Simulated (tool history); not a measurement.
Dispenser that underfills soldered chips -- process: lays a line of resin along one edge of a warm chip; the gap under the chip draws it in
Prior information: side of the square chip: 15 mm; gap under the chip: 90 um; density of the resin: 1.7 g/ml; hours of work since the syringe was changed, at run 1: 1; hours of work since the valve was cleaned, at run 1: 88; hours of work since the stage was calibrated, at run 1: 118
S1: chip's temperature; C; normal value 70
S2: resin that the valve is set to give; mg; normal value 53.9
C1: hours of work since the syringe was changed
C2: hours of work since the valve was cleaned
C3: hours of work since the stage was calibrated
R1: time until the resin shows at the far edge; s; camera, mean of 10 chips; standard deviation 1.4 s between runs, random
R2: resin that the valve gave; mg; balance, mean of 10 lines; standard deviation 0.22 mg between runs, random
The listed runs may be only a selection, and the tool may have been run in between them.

run	hour	S1	S2	C1	C2	C3	R1	R2
1	0.0	70	53.9	1	88	118	142.0	49.87
2	2.1	70	53.9	2	89	120	158.3	49.61
# hour 6.9: new syringe of resin
3	7.0	70	53.9	0	92	123	135.4	49.42
4	10.5	70	53.9	2	94	125	157.1	49.12
5	14.1	70	53.9	5	97	128	190.0	49.35
# hour 15.0: new syringe of resin
# hour 16.5: dispensing valve cleaned and set on the balance
6	18.0	70	53.9	1	1	129	145.7	53.86
7	20.9	70	53.9	3	3	131	166.4	53.67
# hour 23.9: new syringe of resin
8	25.6	70	48.5	1	6	134	146.3	48.16

Expected results for the next run?
9	30.4	83	62.2	4	9	137	?	?

Run 9 measured R1 116.3 s, R2 62.06 mg.
Were there no unlogged condition in the tool, this run, its random variation unchanged, would have produced R1 87.8 s, R2 62.62 mg.
